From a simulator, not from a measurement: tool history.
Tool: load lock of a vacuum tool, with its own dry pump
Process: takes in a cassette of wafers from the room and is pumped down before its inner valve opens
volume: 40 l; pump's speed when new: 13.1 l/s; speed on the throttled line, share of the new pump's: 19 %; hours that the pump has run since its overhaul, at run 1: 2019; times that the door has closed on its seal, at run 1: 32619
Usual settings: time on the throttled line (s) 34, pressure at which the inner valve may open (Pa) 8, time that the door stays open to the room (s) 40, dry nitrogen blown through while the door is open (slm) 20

run	day	time on the throttled line (s)	pressure at which the inner valve may open (Pa)	time that the door stays open to the room (s)	dry nitrogen blown through while the door is open (slm)	hours that the pump has run since its overhaul	times that the door has closed on its seal	incoming humidity of the room's air, %	time from the closed door until the inner valve may open (s)	rise of the pressure with all valves shut (Pa/min)
1	0	34	8	40	20	2019	32619	42.7	57.3	0.629
# day 11.967: door's seal changed, seat wiped
2	12.133	34	8	40	20	2309	18	45.5	57.8	0.04
3	21.858	34	8	40	20	2542	1047	44.6	57.8	0.044
4	36.888	34	8	40	20	2903	2638	43.3	57.4	0.063
5	49.775	34	8	40	20	3212	4002	41.8	57.7	0.067
6	57.158	34	8	40	20	3389	4784	47.2	57.7	0.079
7	72.942	34	8	40	20	3768	6455	47.5	57.9	0.096
8	88.721	34	8	40	20	4147	8126	44.5	58.4	0.103
9	103.092	34	8	40	20	4492	9647	47.8	58.4	0.128
10	110.362	34	8	40	20	4666	10417	43.8	58.3	0.126
11	124.804	34	14	40	20	5013	11946	43	56.7	0.146
12	132.233	34	14	40	20	5191	12732	45.8	56.4	0.163
13	139.888	34	8	40	20	5375	13543	46	58.8	0.173
14	149.121	34	8	40	20	5596	14520	44	58.6	0.189
15	164.933	34	8	40	20	5976	16194	46.6	59.4	0.225
16	178.229	61	12	51	20	6295	17602	44	79.3	0.245
17	186.438	61	12	51	8	6492	18471	43.6	78.9	0.279
18	202.371	39	10	34	17	6874	20158	49.6	62.2	0.301
19	215.017	21	9	40	5	7178	21496	45.1	49.2	0.324
20	225.796	21	10	40	9	7437	22638	44.7	48.7	0.348
21	238.021	68	12	45	10	7730	23932	46.1	85	0.387
22	247.175	57	8	34	20	7950	24901	44.4	78	0.373
23	261.017	57	8	34	20	8282	26366	45.2	77.8	0.413
24	268.683	24	11	40	20	8466	27178	43.3	51.4	0.428
25	277.988	55	11	121	30	8689	28163	46.7	75.7	0.481
26	293.438	55	11	121	30	9060	29799	43.2	75.5	0.524
27	308.892	55	11	121	30	9431	31435	44.7	75.5	0.553
28	322.717	21	8	146	29	9763	32898	45.7	51	0.613
# day 328.908: dry pump taken out, an overhauled one fitted
# day 332.938: door's seal changed, seat wiped
29	332.954	21	8	146	29	96	2	43	45.4	0.07

Measured less the same run without the tool's hidden state. The same run-to-run variation is in both; the gauge's scatter may not be:
The hidden state here: pump's speed, % of a new pump's; leak at the door's seal, Pa l/s; drift of the gauge itself on ready_s, %; drift of the gauge itself on rise_pa_min, %.
run	time from the closed door until the inner valve may open (s)	rise of the pressure with all valves shut (Pa/min)
1	+0.8	+0.589
2	+0.9	+0.001
3	+1	+0.006
4	+1.1	+0.017
5	+1.3	+0.027
6	+1.4	+0.034
7	+1.5	+0.048
8	+1.7	+0.066
9	+1.8	+0.086
10	+1.9	+0.091
11	+1.9	+0.11
12	+2	+0.12
13	+2.3	+0.133
14	+2.4	+0.151
15	+2.6	+0.184
16	+1.9	+0.203
17	+2	+0.219
18	+2.8	+0.254
19	+3.4	+0.273
20	+3.6	+0.295
21	+2.3	+0.329
22	+2.8	+0.339
23	+3	+0.377
24	+4	+0.391
25	+3.1	+0.419
26	+3.2	+0.459
27	+3.3	+0.495
28	+5.1	+0.543
29	-0.3	-0.001
